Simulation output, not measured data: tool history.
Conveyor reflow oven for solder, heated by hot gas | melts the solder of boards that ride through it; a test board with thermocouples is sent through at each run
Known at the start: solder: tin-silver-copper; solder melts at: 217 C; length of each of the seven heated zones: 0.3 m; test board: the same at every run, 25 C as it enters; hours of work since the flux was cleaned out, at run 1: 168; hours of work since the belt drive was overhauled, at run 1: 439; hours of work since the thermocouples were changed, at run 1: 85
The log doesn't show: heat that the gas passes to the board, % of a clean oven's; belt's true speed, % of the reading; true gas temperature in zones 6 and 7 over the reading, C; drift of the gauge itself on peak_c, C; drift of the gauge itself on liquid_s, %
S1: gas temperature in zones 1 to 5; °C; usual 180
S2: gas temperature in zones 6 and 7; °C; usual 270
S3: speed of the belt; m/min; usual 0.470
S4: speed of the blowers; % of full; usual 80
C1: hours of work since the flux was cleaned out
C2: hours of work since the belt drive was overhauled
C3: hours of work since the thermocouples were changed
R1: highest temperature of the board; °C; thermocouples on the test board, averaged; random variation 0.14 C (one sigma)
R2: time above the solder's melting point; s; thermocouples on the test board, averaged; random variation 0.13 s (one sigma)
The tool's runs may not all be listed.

run,hour,S1,S2,S3,S4,C1,C2,C3,R1,R2
1,0.0,180,270,0.470,80,168,439,85,251.7,58.5
2,9.8,180,270,0.523,80,173,444,90,248.0,48.8
3,23.4,180,270,0.523,80,180,451,97,247.7,48.9
4,34.1,180,270,0.470,52,186,457,103,241.6,46.6
5,49.4,180,270,0.470,80,194,465,111,251.2,58.3
6,63.0,180,270,0.470,80,201,472,118,251.1,57.9
7,71.5,180,270,0.470,80,206,477,122,251.3,57.9
8,84.4,180,270,0.470,80,212,483,129,251.1,58.0
9,91.3,180,270,0.470,80,216,487,133,251.0,57.7
10,98.7,180,270,0.470,63,220,491,137,245.9,52.3
11,109.8,180,270,0.470,63,226,497,143,246.0,52.2
12,123.3,180,270,0.470,63,233,504,150,245.6,51.9
13,137.7,180,270,0.470,63,241,512,157,245.6,52.3
14,146.4,180,270,0.470,63,245,516,162,245.7,52.0
15,157.7,181,270,0.470,80,251,522,168,251.0,58.2
16,167.1,181,270,0.470,80,256,527,173,250.9,58.0
17,183.1,180,263,0.470,69,265,536,181,242.0,48.9
18,197.5,175,263,0.454,72,272,543,189,242.9,50.3
19,208.9,187,263,0.432,72,278,549,195,247.0,62.9
20,224.4,180,270,0.512,80,286,557,203,247.3,49.5
# hour 229.2: belt drive overhauled, speed set with a stopwatch
21,241.5,188,279,0.496,67,293,7,210,253.8,58.8
22,249.0,190,270,0.509,84,297,10,214,250.7,57.1
# hour 262.9: belt drive overhauled, speed set with a stopwatch, once more
23,264.2,180,280,0.408,70,303,1,220,260.6,74.1
24,273.8,180,280,0.408,70,308,6,225,260.7,74.1
25,285.6,180,280,0.401,62,314,12,231,258.8,73.7
26,296.6,168,270,0.470,80,320,18,237,247.4,49.9
27,306.7,180,276,0.495,50,326,23,242,241.5,42.0
28,316.4,175,270,0.500,56,331,28,247,237.6,37.0
29,323.6,184,270,0.536,77,335,32,251,245.1,45.8
30,337.9,190,270,0.521,52,342,40,259,238.7,40.2
# hour 345.9: flux residue cleaned out of gas plates and filters
31,350.9,190,270,0.521,52,3,44,263,241.7,45.0
32,361.2,185,261,0.521,52,8,49,268,233.6,33.9

3 ways to go on from here, each from the tool as it stands after run 32. What would each give?
A,376.9,180,281,0.532,80,16,58,277,?,?
B,376.9,180,263,0.470,63,16,58,277,?,?
C,376.9,181,261,0.470,56,16,58,277,?,?

run,R1,R2
A,258.0,54.8
B,242.2,49.6
C,238.4,44.5
Without the tool's hidden state the same runs would have given:
run,R1,R2
A,258.4,54.9
B,242.5,49.7
C,238.7,44.7
